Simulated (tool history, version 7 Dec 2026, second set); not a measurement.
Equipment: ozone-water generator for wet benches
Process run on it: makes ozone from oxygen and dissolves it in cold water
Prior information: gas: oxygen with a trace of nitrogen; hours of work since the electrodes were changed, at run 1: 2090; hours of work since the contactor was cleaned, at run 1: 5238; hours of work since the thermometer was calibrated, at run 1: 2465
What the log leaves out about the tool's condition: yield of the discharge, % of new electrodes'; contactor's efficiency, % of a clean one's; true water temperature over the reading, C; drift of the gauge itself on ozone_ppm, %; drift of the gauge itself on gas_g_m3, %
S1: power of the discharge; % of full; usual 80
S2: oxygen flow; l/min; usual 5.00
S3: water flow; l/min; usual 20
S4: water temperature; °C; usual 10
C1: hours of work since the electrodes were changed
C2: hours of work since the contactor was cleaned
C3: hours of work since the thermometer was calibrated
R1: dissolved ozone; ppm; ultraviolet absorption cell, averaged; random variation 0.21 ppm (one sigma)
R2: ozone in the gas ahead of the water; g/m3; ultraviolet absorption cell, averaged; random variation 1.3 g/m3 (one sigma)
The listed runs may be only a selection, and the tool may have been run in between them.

Run 1, day 0.000: usual settings; C1 2090; C2 5238; C3 2465. Result: R1 27.7 ppm, R2 223.5 g/m3.
Run 2, day 1.633: usual settings; C1 2118; C2 5266; C3 2493. Result: R1 27.8 ppm, R2 226.7 g/m3.
Run 3, day 4.688: usual settings; C1 2171; C2 5319; C3 2546. Result: R1 27.5 ppm, R2 222.3 g/m3.
Run 4, day 7.829: usual settings; C1 2225; C2 5373; C3 2600. Result: R1 27.5 ppm, R2 221.3 g/m3.
Run 5, day 10.146: usual settings; C1 2265; C2 5413; C3 2640. Result: R1 27.6 ppm, R2 223.9 g/m3.
Run 6, day 12.621: usual settings; C1 2308; C2 5455; C3 2682. Result: R1 27.5 ppm, R2 223.2 g/m3.
Run 7, day 13.992: usual settings but S4 8 °C; C1 2331; C2 5479; C3 2706. Result: R1 28.2 ppm, R2 221.2 g/m3.
Run 8, day 15.650: usual settings but S4 8 °C; C1 2360; C2 5507; C3 2734. Result: R1 28.0 ppm, R2 222.3 g/m3.
Run 9, day 17.921: usual settings but S4 8 °C; C1 2399; C2 5547; C3 2774. Result: R1 28.2 ppm, R2 224.2 g/m3.
Run 10, day 19.762: usual settings but S4 8 °C; C1 2431; C2 5578; C3 2805. Result: R1 28.3 ppm, R2 221.4 g/m3.
Run 11, day 22.075: usual settings but S3 12 l/min; C1 2470; C2 5618; C3 2845. Result: R1 40.8 ppm, R2 220.8 g/m3.
At day 22.517: contactor cleaned.
Run 12, day 23.983: usual settings but S3 12 l/min; C1 2500; C2 25; C3 2875. Result: R1 39.9 ppm, R2 223.1 g/m3.
Run 13, day 25.950: usual settings but S3 12 l/min; C1 2534; C2 59; C3 2909. Result: R1 39.7 ppm, R2 222.1 g/m3.
Run 14, day 29.008: usual settings but S4 8 °C; C1 2587; C2 112; C3 2962. Result: R1 27.6 ppm, R2 223.0 g/m3.
Run 15, day 31.725: usual settings but S1 66 % of full; C1 2634; C2 159; C3 3008. Result: R1 22.9 ppm, R2 184.9 g/m3.
Run 16, day 33.392: usual settings but S1 92 % of full; C1 2662; C2 187; C3 3037. Result: R1 30.5 ppm, R2 249.7 g/m3.
Run 17, day 36.625: usual settings but S2 5.29 l/min, S4 15 °C; C1 2718; C2 243; C3 3093. Result: R1 24.6 ppm, R2 212.8 g/m3.
At day 36.962: contactor cleaned, once more.
Run 18, day 38.267: usual settings but S1 75 % of full, S2 8.95 l/min, S3 18 l/min; C1 2743; C2 22; C3 3118. Result: R1 27.1 ppm, R2 143.7 g/m3.
Run 19, day 40.646: usual settings but S1 75 % of full, S2 8.95 l/min, S3 17 l/min; C1 2784; C2 63; C3 3159. Result: R1 27.9 ppm, R2 144.8 g/m3.
Run 20, day 42.138: usual settings but S1 75 % of full, S2 6.46 l/min, S3 17 l/min; C1 2810; C2 89; C3 3185. Result: R1 29.8 ppm, R2 176.9 g/m3.
Run 21, day 45.171: usual settings but S1 75 % of full, S2 6.46 l/min, S3 17 l/min; C1 2862; C2 141; C3 3237. Result: R1 29.4 ppm, R2 176.4 g/m3.
Run 22, day 48.404: usual settings but S1 44 % of full, S2 8.38 l/min, S3 17 l/min; C1 2918; C2 197; C3 3293. Result: R1 17.7 ppm, R2 94.2 g/m3.
Run 23, day 49.929: usual settings but S2 4.99 l/min, S3 23 l/min, S4 6 °C; C1 2944; C2 223; C3 3319. Result: R1 25.9 ppm, R2 221.8 g/m3.
Run 24, day 52.108: usual settings but S2 3.95 l/min, S3 23 l/min, S4 13 °C; C1 2982; C2 261; C3 3357. Result: R1 23.9 ppm, R2 253.3 g/m3.
Run 25, day 55.279: usual settings but S1 67 % of full, S2 4.75 l/min, S3 21 l/min, S4 8 °C; C1 3036; C2 315; C3 3411. Result: R1 23.3 ppm, R2 196.3 g/m3.
Run 26, day 58.400: usual settings but S1 71 % of full, S2 5.42 l/min, S3 21 l/min, S4 8 °C; C1 3090; C2 369; C3 3465. Result: R1 24.6 ppm, R2 189.4 g/m3.
Run 27, day 60.421: usual settings but S1 46 % of full, S3 14 l/min; C1 3125; C2 404; C3 3500. Result: R1 22.9 ppm, R2 136.2 g/m3.
Run 28, day 63.454: usual settings but S1 46 % of full, S3 14 l/min; C1 3177; C2 456; C3 3552. Result: R1 22.9 ppm, R2 136.8 g/m3.
Run 29, day 65.871: usual settings but S1 46 % of full, S2 2.55 l/min, S3 14 l/min; C1 3219; C2 498; C3 3594. Result: R1 23.1 ppm, R2 207.3 g/m3.
Run 30, day 67.567: usual settings but S1 46 % of full, S2 2.55 l/min, S3 14 l/min; C1 3248; C2 527; C3 3623. Result: R1 22.8 ppm, R2 208.9 g/m3.
Run 31, day 70.333: usual settings but S1 62 % of full, S2 7.04 l/min; C1 3296; C2 575; C3 3670. Result: R1 21.5 ppm, R2 141.6 g/m3.
Run 32, day 73.321: usual settings but S1 62 % of full, S2 7.04 l/min; C1 3347; C2 626; C3 3722. Result: R1 22.0 ppm, R2 141.2 g/m3.

What differs in the tool's unlogged condition from the final listed run ahead of each entry between runs to the first listed run following it?
Between runs 11 and 12: contactor cleaned (day 22.517)
  contactor's efficiency, % of a clean one's: 92.7 -> 88.9; true water temperature over the reading, C: 0.25 -> 0.26
  difference, measured minus the result without the unlogged condition, R1: -3.2 -> -3.7 ppm; R2: -11.7 -> -11.9 g/m3
Between runs 17 and 18: contactor cleaned, once more (day 36.962)
  contactor's efficiency, % of a clean one's: 88.7 -> 99.6
  difference, measured minus the result without the unlogged condition, R1: -2.9 -> -1.6 ppm; R2: -12.3 -> -8.0 g/m3

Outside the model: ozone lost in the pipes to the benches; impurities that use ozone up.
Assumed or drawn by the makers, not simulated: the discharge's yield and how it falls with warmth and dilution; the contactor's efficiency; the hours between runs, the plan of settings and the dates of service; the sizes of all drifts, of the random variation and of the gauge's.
